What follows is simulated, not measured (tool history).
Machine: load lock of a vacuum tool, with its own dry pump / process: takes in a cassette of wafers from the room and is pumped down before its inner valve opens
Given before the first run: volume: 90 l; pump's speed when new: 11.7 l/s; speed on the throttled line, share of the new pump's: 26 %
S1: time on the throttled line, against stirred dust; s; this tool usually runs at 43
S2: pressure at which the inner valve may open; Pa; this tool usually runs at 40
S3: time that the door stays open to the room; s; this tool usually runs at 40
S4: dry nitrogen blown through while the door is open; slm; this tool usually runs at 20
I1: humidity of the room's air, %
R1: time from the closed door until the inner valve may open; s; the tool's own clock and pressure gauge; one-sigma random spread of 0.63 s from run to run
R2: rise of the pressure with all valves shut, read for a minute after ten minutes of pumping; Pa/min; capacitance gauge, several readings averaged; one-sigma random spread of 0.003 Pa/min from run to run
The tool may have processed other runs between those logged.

{"run": 1, "hour": 0.0, "S1": 43, "S2": 40, "S3": 40, "S4": 20, "I1": 44.3, "R1": 92.4, "R2": 0.02}
{"run": 2, "hour": 87.0, "S1": 47, "S2": 40, "S3": 40, "S4": 20, "I1": 43.8, "R1": 93.9, "R2": 0.022}
{"run": 3, "hour": 144.9, "S1": 47, "S2": 40, "S3": 40, "S4": 20, "I1": 47.8, "R1": 94.6, "R2": 0.025}
{"run": 4, "hour": 243.4, "S1": 43, "S2": 40, "S3": 40, "S4": 20, "I1": 40.4, "R1": 92, "R2": 0.021}
{"run": 5, "hour": 352.5, "S1": 43, "S2": 57, "S3": 40, "S4": 20, "I1": 43.6, "R1": 89.6, "R2": 0.018}
{"run": 6, "hour": 444.5, "S1": 43, "S2": 43, "S3": 40, "S4": 20, "I1": 46.9, "R1": 92.8, "R2": 0.022}
{"run": 7, "hour": 539.0, "S1": 43, "S2": 36, "S3": 30, "S4": 26, "I1": 44.9, "R1": 92.2, "R2": 0.014}

Expected results for the next run?
{"run": 8, "hour": 636.3, "S1": 30, "S2": 40, "S3": 47, "S4": 20, "I1": 47, "R1": "?", "R2": "?"}

Run 8 produced R1 82 s, R2 0.023 Pa/min.
Minus the tool's unlogged condition, the same run would have read R1 82 s, R2 0.021 Pa/min.

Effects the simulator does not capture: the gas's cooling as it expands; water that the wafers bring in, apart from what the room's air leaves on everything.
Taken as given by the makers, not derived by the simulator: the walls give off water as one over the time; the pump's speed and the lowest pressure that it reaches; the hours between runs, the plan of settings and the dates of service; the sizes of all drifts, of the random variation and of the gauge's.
